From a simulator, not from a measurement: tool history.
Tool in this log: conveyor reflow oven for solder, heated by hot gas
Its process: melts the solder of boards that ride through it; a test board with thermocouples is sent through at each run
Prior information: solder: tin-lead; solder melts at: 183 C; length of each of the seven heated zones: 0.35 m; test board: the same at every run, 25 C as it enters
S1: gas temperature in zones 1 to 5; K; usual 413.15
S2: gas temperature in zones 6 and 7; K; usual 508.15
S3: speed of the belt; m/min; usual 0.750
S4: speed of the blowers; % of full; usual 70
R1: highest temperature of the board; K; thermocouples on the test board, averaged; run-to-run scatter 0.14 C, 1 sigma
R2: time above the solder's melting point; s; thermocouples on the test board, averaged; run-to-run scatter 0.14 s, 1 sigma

run 1 hour=0.0 | S1=413.15 S2=508.15 S3=0.750 S4=70 | R1=486.65 R2=39.4
run 2 hour=47.6 | S1=413.15 S2=508.15 S3=0.750 S4=70 | R1=486.55 R2=39.2
run 3 hour=107.6 | S1=413.15 S2=508.15 S3=0.750 S4=70 | R1=486.85 R2=39.5
run 4 hour=165.5 | S1=413.15 S2=508.15 S3=0.750 S4=70 | R1=486.85 R2=39.4
run 5 hour=204.2 | S1=413.15 S2=508.15 S3=0.682 S4=70 | R1=489.75 R2=46.2
-- hour=224.5 thermocouples of zones 6 and 7 changed
run 6 hour=254.9 | S1=413.15 S2=508.15 S3=0.682 S4=70 | R1=489.85 R2=46.0
run 7 hour=319.3 | S1=413.15 S2=508.15 S3=0.682 S4=70 | R1=489.95 R2=46.0
run 8 hour=392.8 | S1=413.15 S2=508.15 S3=0.682 S4=70 | R1=489.75 R2=46.2
run 9 hour=463.1 | S1=413.15 S2=508.15 S3=0.682 S4=70 | R1=489.75 R2=45.8
run 10 hour=512.0 | S1=413.15 S2=508.15 S3=0.682 S4=70 | R1=489.85 R2=46.4
run 11 hour=579.5 | S1=413.15 S2=508.15 S3=0.750 S4=54 | R1=481.55 R2=34.8
-- hour=610.8 flux residue cleaned out of gas plates and filters
run 12 hour=666.1 | S1=413.15 S2=508.15 S3=0.750 S4=54 | R1=481.55 R2=34.9
run 13 hour=714.0 | S1=413.15 S2=508.15 S3=0.750 S4=54 | R1=481.55 R2=35.1
run 14 hour=764.8 | S1=413.15 S2=508.15 S3=0.750 S4=70 | R1=486.35 R2=39.1
run 15 hour=805.5 | S1=413.15 S2=508.15 S3=0.769 S4=70 | R1=485.95 R2=37.5
run 16 hour=861.2 | S1=413.15 S2=508.15 S3=0.769 S4=70 | R1=485.95 R2=37.7
run 17 hour=900.3 | S1=407.15 S2=511.15 S3=0.808 S4=85 | R1=488.65 R2=36.4
run 18 hour=968.5 | S1=422.15 S2=513.15 S3=0.655 S4=65 | R1=495.85 R2=54.4
run 19 hour=1019.6 | S1=422.15 S2=513.15 S3=0.655 S4=65 | R1=495.95 R2=54.6
run 20 hour=1066.9 | S1=422.15 S2=513.15 S3=0.655 S4=65 | R1=495.75 R2=54.4
run 21 hour=1128.9 | S1=426.15 S2=507.15 S3=0.750 S4=70 | R1=488.75 R2=44.7
run 22 hour=1173.6 | S1=417.15 S2=508.15 S3=0.734 S4=68 | R1=487.75 R2=42.0
-- hour=1217.6 flux residue cleaned out of gas plates and filters
-- hour=1237.1 thermocouples of zones 6 and 7 changed
run 23 hour=1262.1 | S1=406.15 S2=508.15 S3=0.750 S4=70 | R1=485.05 R2=36.3
run 24 hour=1338.4 | S1=403.15 S2=508.15 S3=0.750 S4=80 | R1=487.45 R2=37.5
-- hour=1388.1 belt drive overhauled, speed set with a stopwatch
run 25 hour=1419.6 | S1=403.15 S2=508.15 S3=0.750 S4=80 | R1=486.95 R2=37.4
run 26 hour=1475.5 | S1=418.15 S2=508.15 S3=0.833 S4=60 | R1=480.65 R2=31.6
run 27 hour=1530.5 | S1=413.15 S2=518.15 S3=0.750 S4=55 | R1=489.85 R2=40.6
run 28 hour=1601.4 | S1=424.15 S2=518.15 S3=0.750 S4=74 | R1=498.05 R2=49.2
run 29 hour=1641.5 | S1=419.15 S2=518.15 S3=0.632 S4=74 | R1=502.85 R2=59.5
run 30 hour=1723.9 | S1=413.15 S2=501.15 S3=0.750 S4=70 | R1=480.85 R2=35.3

What if the next run were any one of these 4? Each begins from the tool's condition after run 30:
run A hour=1760.9 | S1=413.15 S2=517.15 S3=0.750 S4=70 | R1=? R2=?
run B hour=1760.9 | S1=413.15 S2=510.15 S3=0.609 S4=84 | R1=? R2=?
run C hour=1760.9 | S1=413.15 S2=507.15 S3=0.634 S4=68 | R1=? R2=?
run D hour=1760.9 | S1=413.15 S2=501.15 S3=0.750 S4=55 | R1=? R2=?

run=A R1=493.75 R2=43.8
run=B R1=497.75 R2=57.4
run=C R1=490.75 R2=50.6
run=D R1=476.35 R2=30.4
With the hidden condition removed and each run's random variation left untouched, the same runs would have given:
run=A R1=493.85 R2=43.8
run=B R1=497.85 R2=57.4
run=C R1=490.75 R2=50.6
run=D R1=476.45 R2=30.5
